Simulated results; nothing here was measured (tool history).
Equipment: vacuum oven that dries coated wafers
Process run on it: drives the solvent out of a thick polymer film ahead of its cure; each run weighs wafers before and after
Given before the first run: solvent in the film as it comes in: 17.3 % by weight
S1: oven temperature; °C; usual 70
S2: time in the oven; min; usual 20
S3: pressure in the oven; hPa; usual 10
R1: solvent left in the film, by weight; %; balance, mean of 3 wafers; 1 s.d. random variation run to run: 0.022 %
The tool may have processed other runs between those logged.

Run 1, hour 0: usual settings. Result: R1 0.81 %.
Run 2, hour 65.4: usual settings. Result: R1 0.76 %.
Run 3, hour 169.5: usual settings but S1 57 °C. Result: R1 5.23 %.
Run 4, hour 233.6: usual settings but S1 57 °C. Result: R1 5.19 %.
Run 5, hour 294.2: usual settings but S1 57 °C. Result: R1 5.18 %.
Run 6, hour 359.7: usual settings but S1 57 °C. Result: R1 5.2 %.
Run 7, hour 474.9: usual settings but S1 57 °C. Result: R1 5.18 %.
Run 8, hour 537.4: usual settings. Result: R1 0.78 %.
Run 9, hour 606.6: usual settings. Result: R1 0.78 %.
Run 10, hour 706.5: usual settings. Result: R1 0.8 %.
Run 11, hour 784.8: usual settings. Result: R1 0.77 %.
Run 12, hour 840.4: usual settings but S3 35.1 hPa. Result: R1 1.47 %.
Run 13, hour 915.7: usual settings but S3 35.1 hPa. Result: R1 1.46 %.
Run 14, hour 1018.4: usual settings but S3 35.1 hPa. Result: R1 1.47 %.
Run 15, hour 1100.5: usual settings but S3 35.1 hPa. Result: R1 1.46 %.
Run 16, hour 1188.5: usual settings but S3 35.1 hPa. Result: R1 1.45 %.
Run 17, hour 1261: usual settings but S2 22 min. Result: R1 0.63 %.
At hour 1306: oven's thermocouples calibrated.
Run 18, hour 1360.1: usual settings but S2 22 min. Result: R1 0.7 %.
Run 19, hour 1462.5: usual settings but S2 22 min. Result: R1 0.64 %.
Run 20, hour 1523.4: usual settings but S2 22 min. Result: R1 0.65 %.
Run 21, hour 1591.5: usual settings but S2 22 min. Result: R1 0.61 %.
Run 22, hour 1699.9: usual settings but S2 22 min. Result: R1 0.64 %.
Run 23, hour 1777.1: usual settings but S2 10 min. Result: R1 2.98 %.
Run 24, hour 1889.8: usual settings but S2 13 min, S3 8.6 hPa. Result: R1 1.88 %.
Run 25, hour 1957.8: usual settings but S1 81 °C, S2 14 min, S3 5.5 hPa. Result: R1 0.15 %.
Run 26, hour 2012.8: usual settings but S1 82 °C, S2 22 min, S3 5.5 hPa. Result: R1 0.08 %.
Run 27, hour 2111.8: usual settings but S1 65 °C, S2 27 min, S3 7.1 hPa. Result: R1 1.02 %.
Run 28, hour 2206.5: usual settings but S1 65 °C, S2 11 min, S3 17.2 hPa. Result: R1 4.74 %.
Run 29, hour 2286.3: usual settings but S1 65 °C, S2 11 min, S3 17.2 hPa. Result: R1 4.79 %.
Run 30, hour 2394.9: usual settings but S1 65 °C, S2 11 min, S3 17.2 hPa. Result: R1 4.76 %.
Run 31, hour 2483.4: usual settings but S1 65 °C, S2 11 min, S3 17.2 hPa. Result: R1 4.71 %.
Run 32, hour 2580.4: usual settings but S1 63 °C, S2 13 min, S3 17.6 hPa. Result: R1 4.83 %.
Run 33, hour 2694.4: usual settings but S1 68 °C, S2 16 min. Result: R1 1.82 %.
Run 34, hour 2783.6: usual settings but S2 11 min. Result: R1 2.52 %.
At hour 2882.1: vacuum gauge cleaned of residue and calibrated.
Run 35, hour 2894.2: usual settings but S2 30 min, S3 23.9 hPa. Result: R1 0.73 %.
Run 36, hour 2961.6: usual settings but S1 60 °C, S2 12 min, S3 12.7 hPa. Result: R1 6.42 %.
Run 37, hour 3030.3: usual settings but S1 60 °C, S2 12 min, S3 12.7 hPa. Result: R1 6.4 %.
Run 38, hour 3112.7: usual settings but S2 11 min, S3 23.1 hPa. Result: R1 2.86 %.
Run 39, hour 3193.2: usual settings but S1 59 °C, S2 16 min, S3 16.1 hPa. Result: R1 5.63 %.
At hour 3254.7: oven's thermocouples calibrated.
Run 40, hour 3278.8: usual settings but S1 72 °C, S2 16 min, S3 14.4 hPa. Result: R1 0.97 %.
Run 41, hour 3389.8: usual settings but S1 72 °C, S2 16 min, S3 14.4 hPa. Result: R1 0.98 %.
Run 42, hour 3466.7: usual settings but S1 72 °C, S2 31 min, S3 23.1 hPa. Result: R1 0.6 %.
Run 43, hour 3518.4: usual settings but S1 72 °C, S3 37.4 hPa. Result: R1 1.2 %.
Run 44, hour 3575.7: usual settings but S1 68 °C, S2 12 min, S3 12.4 hPa. Result: R1 2.89 %.
Run 45, hour 3663.5: usual settings but S2 13 min, S3 28.4 hPa. Result: R1 2.38 %.
Run 46, hour 3747.4: usual settings but S2 13 min, S3 28.4 hPa. Result: R1 2.39 %.

Here are 4 independent what-if runs from the current tool condition. What would each one return?
Run A, hour 3833.2: usual settings but S3 30.7 hPa. Result: R1 ?.
Run B, hour 3833.2: usual settings but S2 15 min, S3 27.9 hPa. Result: R1 ?.
Run C, hour 3833.2: usual settings but S3 17.8 hPa. Result: R1 ?.
Run D, hour 3833.2: usual settings but S1 84 °C, S2 13 min, S3 28.4 hPa. Result: R1 ?.

run    R1
  A  1.33
  B  1.95
  C     1
  D  0.46
Stripped of hidden state, with their random variation kept, the same runs would have yielded:
run    R1
  A  1.33
  B  1.94
  C     1
  D  0.46
